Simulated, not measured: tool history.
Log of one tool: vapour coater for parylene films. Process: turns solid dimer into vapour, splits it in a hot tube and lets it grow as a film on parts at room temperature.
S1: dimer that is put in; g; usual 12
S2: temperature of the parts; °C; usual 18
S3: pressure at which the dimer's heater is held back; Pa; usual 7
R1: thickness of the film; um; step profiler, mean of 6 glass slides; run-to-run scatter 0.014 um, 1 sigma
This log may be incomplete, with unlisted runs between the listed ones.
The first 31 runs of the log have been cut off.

{"run": 32, "day": 55.312, "S1": 18, "S2": 12, "S3": 7, "R1": 3.6}
{"day": 55.779, "done": "trap's valve overhauled"}
{"run": 33, "day": 57.483, "S1": 18, "S2": 12, "S3": 7, "R1": 3.64}
{"run": 34, "day": 58.592, "S1": 18, "S2": 12, "S3": 7, "R1": 3.62}
{"run": 35, "day": 60.388, "S1": 11, "S2": 29, "S3": 7, "R1": 1.03}
{"run": 36, "day": 62.188, "S1": 11, "S2": 29, "S3": 3.47, "R1": 1.16}
{"run": 37, "day": 63.283, "S1": 9, "S2": 17, "S3": 3.39, "R1": 1.63}
{"run": 38, "day": 65.208, "S1": 9, "S2": 17, "S3": 3.39, "R1": 1.66}
{"run": 39, "day": 67.558, "S1": 9, "S2": 17, "S3": 3.39, "R1": 1.64}
{"day": 68.004, "done": "trap's valve overhauled"}
{"run": 40, "day": 69.804, "S1": 10, "S2": 18, "S3": 2.26, "R1": 1.89}
{"run": 41, "day": 71.992, "S1": 10, "S2": 18, "S3": 2.26, "R1": 1.88}
{"run": 42, "day": 73.6, "S1": 10, "S2": 18, "S3": 2.26, "R1": 1.86}
{"run": 43, "day": 75.138, "S1": 12, "S2": 18, "S3": 3.53, "R1": 2.09}
{"run": 44, "day": 77.188, "S1": 12, "S2": 15, "S3": 2.27, "R1": 2.56}
{"run": 45, "day": 79.004, "S1": 14, "S2": 28, "S3": 7, "R1": 1.35}
{"day": 80.283, "done": "trap's valve overhauled"}
{"run": 46, "day": 81.383, "S1": 17, "S2": 18, "S3": 7, "R1": 2.58}

Branching from run 46: 4 alternative next runs. What would each branch give?
{"run": "A", "day": 83.067, "S1": 21, "S2": 18, "S3": 7.52, "R1": "?"}
{"run": "B", "day": 83.067, "S1": 12, "S2": 14, "S3": 5.34, "R1": "?"}
{"run": "C", "day": 83.067, "S1": 12, "S2": 18, "S3": 2.3, "R1": "?"}
{"run": "D", "day": 83.067, "S1": 16, "S2": 21, "S3": 10.66, "R1": "?"}

run=A R1=3.14
run=B R1=2.3
run=C R1=2.23
run=D R1=1.98
What these runs would have given with no unlogged condition in the tool:
run=A R1=3.14
run=B R1=2.3
run=C R1=2.23
run=D R1=1.98

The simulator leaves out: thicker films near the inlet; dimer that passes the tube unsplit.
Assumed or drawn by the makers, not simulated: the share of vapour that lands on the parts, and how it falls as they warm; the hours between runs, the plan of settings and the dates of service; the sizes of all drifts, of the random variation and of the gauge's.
